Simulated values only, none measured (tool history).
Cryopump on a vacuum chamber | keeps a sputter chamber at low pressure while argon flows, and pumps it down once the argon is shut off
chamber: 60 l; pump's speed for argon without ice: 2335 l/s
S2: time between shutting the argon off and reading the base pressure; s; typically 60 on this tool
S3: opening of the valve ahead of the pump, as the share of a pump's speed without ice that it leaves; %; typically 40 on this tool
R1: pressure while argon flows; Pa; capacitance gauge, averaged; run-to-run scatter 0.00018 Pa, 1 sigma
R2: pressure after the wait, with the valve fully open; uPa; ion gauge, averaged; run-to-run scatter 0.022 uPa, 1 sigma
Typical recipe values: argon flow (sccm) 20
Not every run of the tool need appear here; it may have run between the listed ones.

Run 1, day 0.000: usual settings. Result: R1 0.0385 Pa, R2 1.34 uPa.
Run 2, day 2.267: usual settings. Result: R1 0.0380 Pa, R2 1.35 uPa.
Run 3, day 5.362: usual settings but argon flow (sccm) 14. Result: R1 0.0268 Pa, R2 1.37 uPa.
Run 4, day 8.221: usual settings but argon flow (sccm) 24. Result: R1 0.0465 Pa, R2 1.36 uPa.
At day 9.800: pump warmed up, emptied and cooled again.
Run 5, day 10.496: usual settings but argon flow (sccm) 24. Result: R1 0.0437 Pa, R2 1.30 uPa.
Run 6, day 13.100: usual settings but S3 31 %. Result: R1 0.0473 Pa, R2 1.28 uPa.
Run 7, day 17.862: usual settings but S3 31 %. Result: R1 0.0472 Pa, R2 1.34 uPa.
Run 8, day 20.975: usual settings but S3 59 %. Result: R1 0.0256 Pa, R2 1.39 uPa.

Forecast run 9:
Run 9, day 23.329: usual settings but S3 59 %. Result: R1 ?, R2 ?.

{"run 9": {"R1": 0.0257, "R2": 1.38}}
Were there no unlogged condition in the tool, this run, its random variation unchanged, would have produced R1 0.0248 Pa, R2 0.62 uPa.

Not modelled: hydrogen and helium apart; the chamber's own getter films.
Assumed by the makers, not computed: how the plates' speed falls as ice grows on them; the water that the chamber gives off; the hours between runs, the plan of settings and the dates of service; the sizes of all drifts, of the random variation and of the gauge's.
